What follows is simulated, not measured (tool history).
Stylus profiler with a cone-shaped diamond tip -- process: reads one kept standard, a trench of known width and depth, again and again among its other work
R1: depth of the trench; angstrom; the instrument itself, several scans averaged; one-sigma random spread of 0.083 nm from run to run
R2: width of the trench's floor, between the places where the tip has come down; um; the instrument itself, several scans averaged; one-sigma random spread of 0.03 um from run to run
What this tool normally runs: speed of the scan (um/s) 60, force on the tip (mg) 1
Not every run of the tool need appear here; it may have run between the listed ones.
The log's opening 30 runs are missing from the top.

Run 31, day 45.858: usual settings but speed of the scan (um/s) 159, force on the tip (mg) 0.56. Result: R1 2007.4 angstrom, R2 15.85 um.
Run 32, day 46.95: usual settings but speed of the scan (um/s) 117, force on the tip (mg) 0.75. Result: R1 2008.3 angstrom, R2 16.07 um.
Run 33, day 48.679: usual settings but speed of the scan (um/s) 54. Result: R1 2011.1 angstrom, R2 16.46 um.
Run 34, day 50.75: usual settings but speed of the scan (um/s) 38. Result: R1 2011.8 angstrom, R2 16.44 um.
Run 35, day 52.262: usual settings but speed of the scan (um/s) 38. Result: R1 2010.9 angstrom, R2 16.45 um.
Run 36, day 54.271: usual settings but speed of the scan (um/s) 38. Result: R1 2010.6 angstrom, R2 16.45 um.
Run 37, day 56.404: usual settings but speed of the scan (um/s) 38, force on the tip (mg) 2.55. Result: R1 2024.3 angstrom, R2 16.49 um.
Run 38, day 58.129: usual settings but speed of the scan (um/s) 38, force on the tip (mg) 2.55. Result: R1 2024.2 angstrom, R2 16.42 um.
Run 39, day 59.642: usual settings but speed of the scan (um/s) 38, force on the tip (mg) 2.55. Result: R1 2023.8 angstrom, R2 16.44 um.
Run 40, day 60.55: usual settings but speed of the scan (um/s) 157, force on the tip (mg) 0.47. Result: R1 2004.6 angstrom, R2 15.7 um.
Run 41, day 62.246: usual settings but speed of the scan (um/s) 53, force on the tip (mg) 1.42. Result: R1 2012.5 angstrom, R2 16.39 um.
Run 42, day 64.171: usual settings but speed of the scan (um/s) 53, force on the tip (mg) 1.42. Result: R1 2015.2 angstrom, R2 16.29 um.
Run 43, day 66.108: usual settings but speed of the scan (um/s) 68, force on the tip (mg) 2.64. Result: R1 2022.8 angstrom, R2 16.32 um.
Run 44, day 67.525: usual settings but speed of the scan (um/s) 24, force on the tip (mg) 0.51. Result: R1 2004 angstrom, R2 16.33 um.
Run 45, day 68.396: usual settings but speed of the scan (um/s) 16, force on the tip (mg) 0.48. Result: R1 2005.6 angstrom, R2 16.32 um.
Run 46, day 70.146: usual settings but speed of the scan (um/s) 16, force on the tip (mg) 0.48. Result: R1 2003.6 angstrom, R2 16.36 um.

Consider 5 possible next runs. They are alternatives, not a sequence: every one starts from the tool as it was left by run 46. What does each give?
Run A, day 71.575: usual settings but speed of the scan (um/s) 45, force on the tip (mg) 2.11. Result: R1 ?, R2 ?.
Run B, day 71.575: usual settings but speed of the scan (um/s) 24, force on the tip (mg) 1.15. Result: R1 ?, R2 ?.
Run C, day 71.575: usual settings but force on the tip (mg) 0.64. Result: R1 ?, R2 ?.
Run D, day 71.575: usual settings but speed of the scan (um/s) 16. Result: R1 ?, R2 ?.
Run E, day 71.575: usual settings but speed of the scan (um/s) 16, force on the tip (mg) 1.57. Result: R1 ?, R2 ?.

run      R1     R2
  A  2020.1  16.35
  B  2011.5  16.33
  C    2007  16.12
  D  2009.4  16.42
  E  2014.6  16.34
Without the tool's unlogged condition, the same runs would have read:
run      R1     R2
  A  2024.9  17.13
  B  2016.3  17.11
  C  2011.8   16.9
  D  2014.2   17.2
  E  2019.4  17.12

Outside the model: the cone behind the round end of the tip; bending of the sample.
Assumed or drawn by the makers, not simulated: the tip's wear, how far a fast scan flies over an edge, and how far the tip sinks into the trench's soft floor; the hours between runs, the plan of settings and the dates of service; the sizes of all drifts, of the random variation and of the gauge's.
